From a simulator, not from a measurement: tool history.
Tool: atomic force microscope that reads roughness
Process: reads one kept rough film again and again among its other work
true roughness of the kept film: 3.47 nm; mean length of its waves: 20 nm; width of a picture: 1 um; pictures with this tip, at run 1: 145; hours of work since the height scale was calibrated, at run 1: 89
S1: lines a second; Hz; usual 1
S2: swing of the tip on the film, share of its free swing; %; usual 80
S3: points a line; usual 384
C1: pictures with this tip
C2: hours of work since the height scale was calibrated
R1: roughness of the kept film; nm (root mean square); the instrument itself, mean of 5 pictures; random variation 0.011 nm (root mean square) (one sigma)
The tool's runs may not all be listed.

run	hour	S1	S2	S3	C1	C2	R1
1	0	1	80	384	145	89	2.652
2	22.9	1.68	80	384	175	102	2.489
3	41.4	1.44	80	384	199	113	2.55
# hour 61.3: new tip fitted
4	72.1	1.44	80	384	14	130	2.577
5	103.6	1.44	80	384	54	148	2.542
6	118	1.44	80	384	73	156	2.565
7	149.2	1	80	384	114	174	2.65
8	176.3	1	80	384	149	190	2.658
9	190.6	1	80	384	167	198	2.663
10	220.3	1	80	384	206	215	2.654
# hour 235.1: new tip fitted
11	242.1	1	80	384	9	227	2.653
12	274.1	1	80	963	51	245	2.684
13	293.5	2.48	80	963	76	257	2.398
14	307.1	1.34	80	963	93	264	2.595
15	328.7	1	80	384	121	277	2.649
16	349.2	1	80	384	148	288	2.645
17	380.9	1	80	498	189	307	2.671
# hour 407.1: new tip fitted
18	412	1	80	498	6	324	2.679
19	443.2	1	80	498	47	342	2.671
20	461.7	1	87	384	71	353	2.564
21	486.2	1	87	384	102	366	2.574
22	499.2	1	87	384	119	374	2.551
23	523.7	2.35	87	531	151	388	2.231
24	543.8	1	60	384	177	399	2.816
25	573.2	2.21	87	380	215	416	2.24
# hour 580: new tip fitted
26	592.1	3.63	80	1002	16	427	2.193
27	613.2	1.33	56	783	43	439	2.862
28	626.8	1.33	56	783	61	447	2.836
29	656.8	1.58	80	562	99	464	2.541
30	685.8	1.58	72	286	137	480	2.627
31	701	1.17	80	659	157	489	2.656
32	732.7	1.17	80	659	198	507	2.655
# hour 753: new tip fitted
33	765.1	3.01	62	384	16	525	2.628
34	786.8	3.01	62	384	44	538	2.619
35	812.5	0.68	78	466	77	553	2.781
36	828.4	0.68	78	280	98	562	2.721
37	851	1.67	65	384	127	575	2.72
38	880	1	60	284	165	591	2.785
39	905.5	0.9	60	918	198	606	2.881
40	923.4	1.98	84	478	221	616	2.377
# hour 925.7: new tip fitted
41	955.3	1.69	72	384	38	634	2.626
42	982.3	1.69	72	384	73	650	2.633
43	1011.4	1.69	72	544	111	666	2.664

Forecast each of these 5 alternatives for the next run:
A	1025.6	1	61	355	129	674	?
B	1025.6	0.65	80	384	129	674	?
C	1025.6	0.55	55	544	129	674	?
D	1025.6	1	80	609	129	674	?
E	1025.6	1.69	82	544	129	674	?

run	R1
A	2.813
B	2.727
C	2.904
D	2.682
E	2.511
Without the tool's hidden state the same runs would have given:
run	R1
A	2.822
B	2.735
C	2.912
D	2.69
E	2.518
